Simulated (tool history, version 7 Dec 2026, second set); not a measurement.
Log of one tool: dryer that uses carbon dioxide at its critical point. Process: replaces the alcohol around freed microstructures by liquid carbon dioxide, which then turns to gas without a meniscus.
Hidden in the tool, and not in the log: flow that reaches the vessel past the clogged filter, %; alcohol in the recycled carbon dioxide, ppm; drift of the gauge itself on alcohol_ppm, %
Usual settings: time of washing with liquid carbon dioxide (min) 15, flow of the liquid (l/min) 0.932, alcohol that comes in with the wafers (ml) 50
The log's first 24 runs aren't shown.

run	hour	time of washing with liquid carbon dioxide (min)	flow of the liquid (l/min)	alcohol that comes in with the wafers (ml)	hours of work since the filter was changed	hours of work since the purifier's bed was changed	alcohol left in the vessel before it's heated (ppm by volume)
25	567.9	15	0.914	102	444	321	404
26	592.2	12	0.843	89	453	330	1153
27	618.5	22	0.740	57	463	339	164
28	646.9	9	0.740	57	474	350	2572
29	660.3	11	0.740	92	478	355	2471
# hour 681.3: inlet filter changed
30	682.9	12	1.032	50	1	363	202
31	700.5	12	1.032	50	7	369	210
32	720.1	12	1.032	50	14	376	209
33	745.8	15	0.696	34	24	386	291
34	767.6	15	0.696	34	32	394	308
35	785.2	15	0.696	34	38	400	309
36	802.6	13	0.879	23	45	407	195
37	823.0	13	0.759	50	52	414	471
38	851.5	15	1.241	59	63	425	123
39	875.7	20	1.231	36	72	434	112
40	888.3	20	1.231	36	76	438	122
41	908.2	20	1.231	36	84	446	121
42	928.5	20	1.231	36	91	453	125

Forecast each of these 3 alternatives for the next run:
A	953.7	16	1.282	88	101	463	?
B	953.7	15	0.593	51	101	463	?
C	953.7	14	0.932	50	101	463	?

run	alcohol left in the vessel before it's heated (ppm by volume)
A	128
B	766
C	229
Without the tool's hidden state the same runs would have given:
run	alcohol left in the vessel before it's heated (ppm by volume)
A	10
B	554
C	88
